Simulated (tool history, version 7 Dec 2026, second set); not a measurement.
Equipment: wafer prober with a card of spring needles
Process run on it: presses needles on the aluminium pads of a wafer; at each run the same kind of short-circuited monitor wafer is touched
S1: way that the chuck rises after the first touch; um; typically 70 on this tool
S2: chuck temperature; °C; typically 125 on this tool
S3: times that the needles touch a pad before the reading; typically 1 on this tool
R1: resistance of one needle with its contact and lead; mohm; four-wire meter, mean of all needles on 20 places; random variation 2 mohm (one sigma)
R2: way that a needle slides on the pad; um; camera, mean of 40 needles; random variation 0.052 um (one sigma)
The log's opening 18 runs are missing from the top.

{"hour": 365.5, "done": "tips cleaned on abrasive film"}
{"hour": 380.0, "done": "tips cleaned on abrasive film"}
{"run": 19, "hour": 382.6, "S1": 75, "S2": 125, "S3": 2, "R1": 220, "R2": 12.43}
{"hour": 395.4, "done": "tips cleaned on abrasive film"}
{"run": 20, "hour": 400.6, "S1": 80, "S2": 85, "S3": 2, "R1": 211, "R2": 13.19}
{"hour": 411.9, "done": "tips cleaned on abrasive film"}
{"run": 21, "hour": 414.5, "S1": 80, "S2": 85, "S3": 2, "R1": 210, "R2": 13.3}
{"hour": 428.1, "done": "tips cleaned on abrasive film"}
{"run": 22, "hour": 440.3, "S1": 81, "S2": 125, "S3": 1, "R1": 224, "R2": 13.32}
{"hour": 442.8, "done": "tips cleaned on abrasive film"}
{"hour": 458.3, "done": "tips cleaned on abrasive film"}
{"run": 23, "hour": 462.2, "S1": 70, "S2": 33, "S3": 1, "R1": 201, "R2": 11.59}
{"hour": 473.6, "done": "tips cleaned on abrasive film"}
{"run": 24, "hour": 481.0, "S1": 76, "S2": 96, "S3": 1, "R1": 212, "R2": 12.53}
{"hour": 483.4, "done": "height of the first contact set anew"}
{"hour": 488.9, "done": "tips cleaned on abrasive film"}
{"hour": 504.3, "done": "tips cleaned on abrasive film"}
{"run": 25, "hour": 504.3, "S1": 70, "S2": 27, "S3": 1, "R1": 200, "R2": 11.56}
{"hour": 519.7, "done": "tips cleaned on abrasive film"}
{"run": 26, "hour": 520.9, "S1": 60, "S2": 69, "S3": 2, "R1": 213, "R2": 9.88}
{"hour": 534.2, "done": "tips cleaned on abrasive film"}
{"run": 27, "hour": 546.4, "S1": 81, "S2": 125, "S3": 1, "R1": 219, "R2": 13.42}
{"hour": 549.0, "done": "tips cleaned on abrasive film"}
{"run": 28, "hour": 561.2, "S1": 65, "S2": 46, "S3": 1, "R1": 206, "R2": 10.75}
{"hour": 564.5, "done": "tips cleaned on abrasive film"}
{"run": 29, "hour": 575.7, "S1": 65, "S2": 46, "S3": 1, "R1": 209, "R2": 10.66}
{"hour": 579.1, "done": "tips cleaned on abrasive film"}
{"hour": 594.3, "done": "tips cleaned on abrasive film"}
{"run": 30, "hour": 604.3, "S1": 84, "S2": 39, "S3": 1, "R1": 203, "R2": 13.89}
{"hour": 608.9, "done": "tips cleaned on abrasive film"}
{"run": 31, "hour": 616.5, "S1": 84, "S2": 39, "S3": 1, "R1": 202, "R2": 13.72}

Forecast each of these 4 alternatives for the next run:
{"hour": 624.9, "done": "tips cleaned on abrasive film"}
{"run": "A", "hour": 637.3, "S1": 51, "S2": 64, "S3": 3, "R1": "?", "R2": "?"}
{"hour": 624.9, "done": "tips cleaned on abrasive film"}
{"run": "B", "hour": 637.3, "S1": 73, "S2": 46, "S3": 1, "R1": "?", "R2": "?"}
{"hour": 624.9, "done": "tips cleaned on abrasive film"}
{"run": "C", "hour": 637.3, "S1": 72, "S2": 26, "S3": 2, "R1": "?", "R2": "?"}
{"hour": 624.9, "done": "tips cleaned on abrasive film"}
{"run": "D", "hour": 637.3, "S1": 70, "S2": 61, "S3": 1, "R1": "?", "R2": "?"}

run=A R1=208 R2=8.43
run=B R1=204 R2=11.98
run=C R1=201 R2=11.83
run=D R1=207 R2=11.46
Without the tool's hidden state the same runs would have given:
run=A R1=208 R2=8.58
run=B R1=203 R2=12.20
run=C R1=200 R2=12.04
run=D R1=206 R2=11.67
